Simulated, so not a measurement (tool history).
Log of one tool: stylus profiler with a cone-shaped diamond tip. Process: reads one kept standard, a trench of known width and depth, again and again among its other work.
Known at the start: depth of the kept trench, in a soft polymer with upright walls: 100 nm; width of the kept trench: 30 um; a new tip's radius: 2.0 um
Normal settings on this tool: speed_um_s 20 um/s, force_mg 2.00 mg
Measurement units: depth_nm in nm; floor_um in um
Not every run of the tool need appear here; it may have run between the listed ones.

run	hour	speed_um_s	force_mg	depth_nm	floor_um
1	0.0	20	2.00	101.22	28.31
2	63.5	63	2.00	101.21	28.02
3	117.6	63	2.00	101.17	28.06
4	150.4	20	1.74	101.09	28.20
5	205.1	20	1.74	101.05	28.19
6	248.3	20	1.74	101.01	28.29
7	287.9	27	1.74	101.04	28.20
8	316.7	27	1.74	101.05	28.25
9	361.1	72	1.74	101.06	27.89
10	409.4	72	1.74	101.05	27.90
11	442.9	72	1.74	101.04	27.94
12	472.5	20	2.00	101.14	28.24
13	501.8	20	2.00	101.14	28.25
14	531.6	45	2.00	101.14	28.09
15	594.5	45	2.00	101.12	28.12
16	664.8	33	2.00	101.12	28.17
17	707.7	73	2.00	101.15	27.95
18	747.3	73	2.00	101.13	27.94
19	790.0	73	2.00	101.13	27.89
20	861.5	73	2.00	101.15	27.87
21	919.0	73	2.00	101.09	27.90
22	989.9	7	2.00	101.11	28.22
23	1046.1	7	2.00	101.09	28.25
24	1117.1	7	2.00	101.13	28.15
25	1153.8	36	2.89	101.48	28.13
26	1223.9	6	2.45	101.27	28.22
27	1260.9	6	2.45	101.30	28.24
28	1312.4	16	1.58	100.86	28.12
29	1349.2	20	2.22	101.12	28.14
# hour 1359.9: height scale calibrated on a step standard
30	1393.5	6	1.02	100.82	28.20
31	1431.5	6	1.02	100.87	28.18
32	1473.9	6	1.02	100.88	28.16
33	1508.5	15	2.54	101.61	28.17
34	1578.7	55	0.71	100.66	27.70
35	1649.1	59	1.39	101.02	27.85
36	1685.1	25	1.44	101.08	28.06
37	1716.9	7	4.83	102.45	28.15
38	1751.6	11	2.48	101.57	28.13
39	1823.3	20	1.51	101.08	28.05
40	1882.7	66	1.42	100.98	27.76
41	1936.4	10	1.22	100.95	28.13
42	1999.7	36	1.11	100.85	27.84
43	2028.8	70	2.37	101.46	27.84
44	2088.6	70	2.37	101.44	27.84
45	2134.4	28	1.27	100.94	27.94
46	2184.2	9	2.70	101.59	28.07

Some steps in depth_nm, run to run, broken into two amounts with sign: the step expected even without the hidden condition (settings, incoming material, random variation), and the rest, left for the hidden condition together with whatever gauge scatter is not in both the measured and the hidden-condition-free result:
What the log doesn't record here: radius of the tip, um; height scale over the true one, %; drift of the gauge itself on depth_nm, %; drift of the gauge itself on floor_um, %.
Run 2 -> 3: settings left as they were, no log entry in between. depth_nm -0.04 nm: hidden state -0.01, all else -0.03.
Run 3 -> 4: speed_um_s 63 -> 20, force_mg 2.00 -> 1.74. depth_nm -0.08 nm: hidden state -0.01, all else -0.07.
Run 29 -> 30: speed_um_s 20 -> 6, force_mg 2.22 -> 1.02, height scale calibrated on a step standard. depth_nm -0.30 nm: hidden state +0.30, all else -0.60.
Run 33 -> 34: speed_um_s 15 -> 55, force_mg 2.54 -> 0.71. depth_nm -0.95 nm: hidden state -0.01, all else -0.94.
Run 36 -> 37: speed_um_s 25 -> 7, force_mg 1.44 -> 4.83. depth_nm +1.37 nm: hidden state +0.00, all else +1.37.
Run 37 -> 38: speed_um_s 7 -> 11, force_mg 4.83 -> 2.48. depth_nm -0.88 nm: hidden state -0.01, all else -0.87.
